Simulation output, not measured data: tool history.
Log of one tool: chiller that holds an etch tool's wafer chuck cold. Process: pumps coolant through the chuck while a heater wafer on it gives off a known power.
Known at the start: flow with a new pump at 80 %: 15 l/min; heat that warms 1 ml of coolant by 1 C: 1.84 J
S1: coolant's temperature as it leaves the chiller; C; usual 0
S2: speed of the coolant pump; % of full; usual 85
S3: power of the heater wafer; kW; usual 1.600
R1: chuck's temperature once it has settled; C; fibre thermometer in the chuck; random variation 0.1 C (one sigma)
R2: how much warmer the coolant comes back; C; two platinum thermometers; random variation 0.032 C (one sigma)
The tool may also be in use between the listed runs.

{"run": 1, "hour": 0.0, "S1": 0, "S2": 85, "S3": 1.6, "R1": 18.4, "R2": 3.35}
{"run": 2, "hour": 29.4, "S1": 0, "S2": 88, "S3": 1.6, "R1": 18.1, "R2": 3.21}
{"run": 3, "hour": 66.3, "S1": 0, "S2": 88, "S3": 1.6, "R1": 18.0, "R2": 3.21}
{"run": 4, "hour": 90.5, "S1": 0, "S2": 93, "S3": 1.6, "R1": 17.8, "R2": 3.01}
{"run": 5, "hour": 109.2, "S1": 0, "S2": 93, "S3": 1.6, "R1": 17.6, "R2": 3.02}
{"run": 6, "hour": 127.9, "S1": 0, "S2": 93, "S3": 1.6, "R1": 17.7, "R2": 3.01}
{"run": 7, "hour": 150.2, "S1": 0, "S2": 85, "S3": 1.6, "R1": 18.5, "R2": 3.33}
{"run": 8, "hour": 173.5, "S1": 0, "S2": 85, "S3": 1.6, "R1": 18.7, "R2": 3.26}
{"run": 9, "hour": 208.3, "S1": 0, "S2": 85, "S3": 1.6, "R1": 18.6, "R2": 3.29}
{"run": 10, "hour": 237.8, "S1": 0, "S2": 85, "S3": 1.6, "R1": 18.6, "R2": 3.34}
{"run": 11, "hour": 263.2, "S1": 0, "S2": 85, "S3": 1.6, "R1": 18.8, "R2": 3.29}
{"run": 12, "hour": 295.8, "S1": 0, "S2": 85, "S3": 1.6, "R1": 18.7, "R2": 3.38}
{"run": 13, "hour": 320.1, "S1": 0, "S2": 85, "S3": 1.6, "R1": 18.7, "R2": 3.32}
{"run": 14, "hour": 342.3, "S1": 0, "S2": 85, "S3": 1.6, "R1": 18.9, "R2": 3.34}
{"run": 15, "hour": 371.4, "S1": 0, "S2": 72, "S3": 1.6, "R1": 20.5, "R2": 4.03}
{"run": 16, "hour": 389.7, "S1": 0, "S2": 72, "S3": 1.6, "R1": 20.6, "R2": 3.97}
{"run": 17, "hour": 420.7, "S1": 0, "S2": 72, "S3": 1.6, "R1": 20.7, "R2": 4.02}
{"run": 18, "hour": 451.4, "S1": 0, "S2": 72, "S3": 1.6, "R1": 20.6, "R2": 3.96}
{"run": 19, "hour": 467.4, "S1": 9, "S2": 67, "S3": 2.388, "R1": 41.2, "R2": 6.46}
{"run": 20, "hour": 496.0, "S1": 9, "S2": 85, "S3": 1.63, "R1": 28.1, "R2": 3.42}
{"run": 21, "hour": 527.4, "S1": -6, "S2": 68, "S3": 1.6, "R1": 15.2, "R2": 4.27}
{"run": 22, "hour": 561.7, "S1": 0, "S2": 85, "S3": 1.705, "R1": 20.2, "R2": 3.6}
{"hour": 569.5, "done": "coolant pump overhauled"}
{"run": 23, "hour": 595.6, "S1": 0, "S2": 85, "S3": 1.705, "R1": 20.1, "R2": 3.54}
{"run": 24, "hour": 622.1, "S1": -6, "S2": 85, "S3": 1.395, "R1": 10.4, "R2": 2.93}
{"run": 25, "hour": 639.2, "S1": 8, "S2": 85, "S3": 1.077, "R1": 20.5, "R2": 2.22}
{"hour": 659.2, "done": "coolant pump overhauled, once more"}
{"run": 26, "hour": 661.7, "S1": -4, "S2": 81, "S3": 1.142, "R1": 9.5, "R2": 2.47}
{"run": 27, "hour": 687.7, "S1": -4, "S2": 81, "S3": 1.142, "R1": 9.5, "R2": 2.48}
{"run": 28, "hour": 706.7, "S1": 0, "S2": 90, "S3": 1.6, "R1": 18.1, "R2": 3.06}
{"run": 29, "hour": 724.9, "S1": 0, "S2": 78, "S3": 1.301, "R1": 15.9, "R2": 2.9}
{"run": 30, "hour": 750.7, "S1": 0, "S2": 68, "S3": 1.399, "R1": 18.7, "R2": 3.64}
{"run": 31, "hour": 771.1, "S1": 0, "S2": 68, "S3": 1.534, "R1": 20.4, "R2": 4.01}
{"run": 32, "hour": 789.0, "S1": 0, "S2": 68, "S3": 1.534, "R1": 20.3, "R2": 3.94}
{"run": 33, "hour": 808.6, "S1": 0, "S2": 68, "S3": 1.534, "R1": 20.3, "R2": 3.99}

3 ways to go on from here, each from the tool as it stands after run 33. What would each give?
{"run": "A", "hour": 827.8, "S1": -3, "S2": 76, "S3": 1.726, "R1": "?", "R2": "?"}
{"run": "B", "hour": 827.8, "S1": 3, "S2": 88, "S3": 1.495, "R1": "?", "R2": "?"}
{"run": "C", "hour": 827.8, "S1": 0, "S2": 99, "S3": 1.079, "R1": "?", "R2": "?"}

run=A R1=18.3 R2=4.00
run=B R1=20.0 R2=2.96
run=C R1=11.5 R2=1.88
Without the tool's hidden state the same runs would have given:
run=A R1=17.4 R2=4.00
run=B R1=19.3 R2=2.95
run=C R1=11.0 R2=1.88
